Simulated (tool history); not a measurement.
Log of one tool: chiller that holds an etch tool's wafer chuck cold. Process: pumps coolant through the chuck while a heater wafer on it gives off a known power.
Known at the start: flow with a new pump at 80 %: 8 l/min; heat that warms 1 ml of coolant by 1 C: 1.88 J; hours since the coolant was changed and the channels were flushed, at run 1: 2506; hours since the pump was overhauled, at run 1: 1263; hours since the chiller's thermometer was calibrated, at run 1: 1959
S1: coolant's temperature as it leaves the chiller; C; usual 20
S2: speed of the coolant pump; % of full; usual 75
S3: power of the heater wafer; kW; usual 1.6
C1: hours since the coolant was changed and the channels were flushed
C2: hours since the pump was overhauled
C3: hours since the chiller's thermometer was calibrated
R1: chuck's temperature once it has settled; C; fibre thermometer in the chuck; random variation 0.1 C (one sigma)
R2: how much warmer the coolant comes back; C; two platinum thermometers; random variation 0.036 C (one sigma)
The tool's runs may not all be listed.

Run 1, hour 0: usual settings; C1 2506; C2 1263; C3 1959. Result: R1 32.7 C, R2 6.81 C.
Run 2, hour 16.1: usual settings but S1 12 C; C1 2522; C2 1280; C3 1975. Result: R1 24.5 C, R2 6.79 C.
Run 3, hour 50.6: usual settings but S1 12 C; C1 2557; C2 1314; C3 2009. Result: R1 24.8 C, R2 6.78 C.
At hour 60.7: chiller's thermometer calibrated.
Run 4, hour 67.4: usual settings but S1 12 C; C1 2572; C2 1330; C3 7. Result: R1 24.5 C, R2 6.9 C.
Run 5, hour 97.6: usual settings but S1 12 C; C1 2603; C2 1360; C3 37. Result: R1 24.7 C, R2 6.87 C.
Run 6, hour 114.7: usual settings but S1 12 C; C1 2620; C2 1377; C3 54. Result: R1 24.8 C, R2 6.83 C.
Run 7, hour 135: usual settings but S1 13 C, S2 69 % of full, S3 1.802 kW; C1 2640; C2 1397; C3 74. Result: R1 27.9 C, R2 8.47 C.
Run 8, hour 164.7: usual settings but S1 30 C, S2 76 % of full, S3 1.482 kW; C1 2670; C2 1427; C3 104. Result: R1 41.6 C, R2 6.29 C.
Run 9, hour 198.5: usual settings but S1 22 C, S2 70 % of full, S3 1.773 kW; C1 2704; C2 1461; C3 138. Result: R1 36.6 C, R2 8.18 C.
Run 10, hour 232.7: usual settings but S1 21 C, S2 65 % of full, S3 1.843 kW; C1 2738; C2 1495; C3 172. Result: R1 37 C, R2 9.25 C.
Run 11, hour 264.6: usual settings but S1 27 C, S2 84 % of full; C1 2770; C2 1527; C3 204. Result: R1 38.9 C, R2 6.01 C.
Run 12, hour 294.8: usual settings but S1 27 C, S2 89 % of full; C1 2800; C2 1557; C3 234. Result: R1 38.5 C, R2 5.72 C.

Forecast each of these 3 alternatives for the next run:
Run A, hour 314.7: usual settings but S1 27 C, S2 89 % of full, S3 0.993 kW; C1 2820; C2 1577; C3 254. Result: R1 ?, R2 ?.
Run B, hour 314.7: usual settings but S1 27 C, S2 89 % of full, S3 1.587 kW; C1 2820; C2 1577; C3 254. Result: R1 ?, R2 ?.
Run C, hour 314.7: usual settings but S1 23 C, S2 90 % of full; C1 2820; C2 1577; C3 254. Result: R1 ?, R2 ?.

run    R1    R2
  A  34.3   3.6
  B  38.4  5.62
  C  34.2  5.66
Without the tool's hidden state the same runs would have given:
run    R1    R2
  A  34.3   3.6
  B  38.4  5.62
  C  34.2  5.65

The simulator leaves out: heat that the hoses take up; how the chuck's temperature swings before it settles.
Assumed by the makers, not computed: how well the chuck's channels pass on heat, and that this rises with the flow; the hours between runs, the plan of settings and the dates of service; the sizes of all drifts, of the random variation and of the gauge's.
